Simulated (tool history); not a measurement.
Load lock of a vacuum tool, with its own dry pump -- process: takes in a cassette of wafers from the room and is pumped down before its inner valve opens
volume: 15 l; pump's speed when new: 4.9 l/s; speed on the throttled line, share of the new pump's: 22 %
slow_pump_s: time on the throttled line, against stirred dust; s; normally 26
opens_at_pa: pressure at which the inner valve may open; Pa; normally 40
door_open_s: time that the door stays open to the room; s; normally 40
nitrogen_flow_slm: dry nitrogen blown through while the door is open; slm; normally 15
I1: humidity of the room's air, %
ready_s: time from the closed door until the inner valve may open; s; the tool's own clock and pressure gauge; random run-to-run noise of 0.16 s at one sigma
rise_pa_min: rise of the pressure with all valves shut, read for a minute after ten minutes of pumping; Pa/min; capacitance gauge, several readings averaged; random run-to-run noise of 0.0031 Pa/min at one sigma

Run 1, hour 0: usual settings; I1 47.6. Result: ready_s 44.9 s, rise_pa_min 0.107 Pa/min.
Run 2, hour 261.2: usual settings; I1 43.2. Result: ready_s 45.1 s, rise_pa_min 0.103 Pa/min.
Run 3, hour 523.4: usual settings; I1 49.5. Result: ready_s 45.1 s, rise_pa_min 0.113 Pa/min.
Run 4, hour 717.7: usual settings; I1 45.9. Result: ready_s 44.9 s, rise_pa_min 0.113 Pa/min.
Run 5, hour 960.4: usual settings; I1 41.7. Result: ready_s 45.2 s, rise_pa_min 0.11 Pa/min.
Run 6, hour 1243.8: usual settings; I1 45.6. Result: ready_s 45.1 s, rise_pa_min 0.115 Pa/min.
Run 7, hour 1414.5: usual settings but opens_at_pa 54 Pa; I1 49. Result: ready_s 44.2 s, rise_pa_min 0.12 Pa/min.
Run 8, hour 1643.6: usual settings but door_open_s 81 s; I1 45.8. Result: ready_s 45.4 s, rise_pa_min 0.15 Pa/min.
Run 9, hour 1931.4: usual settings; I1 46.4. Result: ready_s 45.2 s, rise_pa_min 0.124 Pa/min.
Run 10, hour 2204.7: usual settings; I1 40.2. Result: ready_s 45.3 s, rise_pa_min 0.122 Pa/min.
Run 11, hour 2369.4: usual settings; I1 47.2. Result: ready_s 45.5 s, rise_pa_min 0.131 Pa/min.
Run 12, hour 2671: usual settings; I1 41. Result: ready_s 45.3 s, rise_pa_min 0.126 Pa/min.
Run 13, hour 2870: usual settings but slow_pump_s 21 s; I1 52. Result: ready_s 41.6 s, rise_pa_min 0.146 Pa/min.
Run 14, hour 3007.6: usual settings but slow_pump_s 21 s; I1 45.3. Result: ready_s 41.5 s, rise_pa_min 0.135 Pa/min.
Run 15, hour 3257.1: usual settings but slow_pump_s 21 s; I1 48.6. Result: ready_s 41.6 s, rise_pa_min 0.142 Pa/min.
Run 16, hour 3384.9: usual settings but nitrogen_flow_slm 21 slm; I1 44.2. Result: ready_s 45.5 s, rise_pa_min 0.132 Pa/min.
Run 17, hour 3639.7: usual settings; I1 40.9. Result: ready_s 45.6 s, rise_pa_min 0.141 Pa/min.
Run 18, hour 3876.4: usual settings; I1 42.4. Result: ready_s 45.7 s, rise_pa_min 0.136 Pa/min.
Run 19, hour 4177.4: usual settings but slow_pump_s 51 s; I1 44.6. Result: ready_s 64.8 s, rise_pa_min 0.148 Pa/min.
Run 20, hour 4490.9: usual settings but slow_pump_s 18 s, nitrogen_flow_slm 7 slm; I1 45.7. Result: ready_s 39.4 s, rise_pa_min 0.16 Pa/min.
Run 21, hour 4731.6: usual settings but slow_pump_s 21 s, opens_at_pa 66 Pa, nitrogen_flow_slm 26 slm; I1 40.8. Result: ready_s 40.1 s, rise_pa_min 0.138 Pa/min.
Run 22, hour 4886.7: usual settings but slow_pump_s 30 s, opens_at_pa 59 Pa, nitrogen_flow_slm 26 slm; I1 47.2. Result: ready_s 47.3 s, rise_pa_min 0.15 Pa/min.
Run 23, hour 5124.4: usual settings but slow_pump_s 30 s, opens_at_pa 59 Pa, nitrogen_flow_slm 26 slm; I1 47.6. Result: ready_s 47.5 s, rise_pa_min 0.163 Pa/min.
Run 24, hour 5436.4: usual settings but slow_pump_s 40 s, nitrogen_flow_slm 9 slm; I1 42.7. Result: ready_s 56.3 s, rise_pa_min 0.172 Pa/min.
Run 25, hour 5706.6: usual settings but opens_at_pa 38 Pa, door_open_s 221 s; I1 47. Result: ready_s 45.7 s, rise_pa_min 0.26 Pa/min.
Run 26, hour 5848.7: usual settings but slow_pump_s 21 s, door_open_s 110 s; I1 44.6. Result: ready_s 41.9 s, rise_pa_min 0.209 Pa/min.
Run 27, hour 6013.9: usual settings but slow_pump_s 21 s, door_open_s 110 s; I1 46.8. Result: ready_s 42.1 s, rise_pa_min 0.216 Pa/min.
Run 28, hour 6180.1: usual settings but slow_pump_s 21 s, door_open_s 110 s; I1 46.8. Result: ready_s 42 s, rise_pa_min 0.216 Pa/min.
Run 29, hour 6481.5: usual settings but slow_pump_s 21 s, door_open_s 203 s; I1 46.6. Result: ready_s 42.1 s, rise_pa_min 0.258 Pa/min.
Run 30, hour 6786.5: usual settings but slow_pump_s 21 s, opens_at_pa 73 Pa, door_open_s 150 s; I1 44.8. Result: ready_s 40.2 s, rise_pa_min 0.238 Pa/min.
Run 31, hour 6996.1: usual settings but slow_pump_s 21 s, opens_at_pa 73 Pa, door_open_s 150 s, nitrogen_flow_slm 5 slm; I1 44.2. Result: ready_s 39.9 s, rise_pa_min 0.274 Pa/min.
Run 32, hour 7183.1: usual settings but slow_pump_s 50 s, door_open_s 159 s, nitrogen_flow_slm 19 slm; I1 48.1. Result: ready_s 64.3 s, rise_pa_min 0.247 Pa/min.
Run 33, hour 7378: usual settings but door_open_s 184 s, nitrogen_flow_slm 35 slm; I1 44.8. Result: ready_s 46 s, rise_pa_min 0.222 Pa/min.
Run 34, hour 7604.6: usual settings but door_open_s 184 s, nitrogen_flow_slm 35 slm; I1 45.4. Result: ready_s 45.7 s, rise_pa_min 0.229 Pa/min.
Run 35, hour 7733.6: usual settings but door_open_s 131 s, nitrogen_flow_slm 14 slm; I1 45.9. Result: ready_s 46 s, rise_pa_min 0.25 Pa/min.
Run 36, hour 8047.1: usual settings but slow_pump_s 21 s, opens_at_pa 60 Pa, door_open_s 131 s, nitrogen_flow_slm 14 slm; I1 46.9. Result: ready_s 40.8 s, rise_pa_min 0.256 Pa/min.
Run 37, hour 8245.2: usual settings but slow_pump_s 23 s, opens_at_pa 42 Pa; I1 46. Result: ready_s 43.4 s, rise_pa_min 0.209 Pa/min.
Run 38, hour 8529.8: usual settings but slow_pump_s 29 s, opens_at_pa 39 Pa, nitrogen_flow_slm 42 slm; I1 45.1. Result: ready_s 48.3 s, rise_pa_min 0.195 Pa/min.

For each run, the measured value with the value that run would have given without the tool's hidden condition subtracted. The run-to-run variation is shared by both, the gauge scatter possibly not:
Hidden state at play: pump's speed, % of a new pump's; leak at the door's seal, Pa l/s; drift of the gauge itself on ready_s, %; drift of the gauge itself on rise_pa_min, %.
run  ready_s  rise_pa_min
  1     +0.4       +0.043
  2     +0.4       +0.044
  3     +0.5       +0.047
  4     +0.6        +0.05
  5     +0.5       +0.052
  6     +0.6       +0.055
  7     +0.6       +0.056
  8     +0.6        +0.06
  9     +0.6       +0.063
 10     +0.7       +0.067
 11     +0.7       +0.068
 12     +0.7       +0.071
 13     +0.8       +0.075
 14     +0.8       +0.074
 15     +0.9       +0.078
 16     +0.9       +0.079
 17     +0.9       +0.081
 18       +1       +0.086
 19     +0.7       +0.088
 20     +1.1       +0.093
 21       +1       +0.096
 22     +0.9         +0.1
 23       +1       +0.103
 24     +0.9       +0.105
 25     +1.1       +0.111
 26     +1.2       +0.113
 27     +1.2       +0.115
 28     +1.3       +0.117
 29     +1.3        +0.12
 30     +1.2       +0.126
 31     +1.2       +0.127
 32     +0.9       +0.132
 33     +1.3       +0.133
 34     +1.3        +0.14
 35     +1.4       +0.141
 36     +1.4       +0.146
 37     +1.4       +0.148
 38     +1.4       +0.153
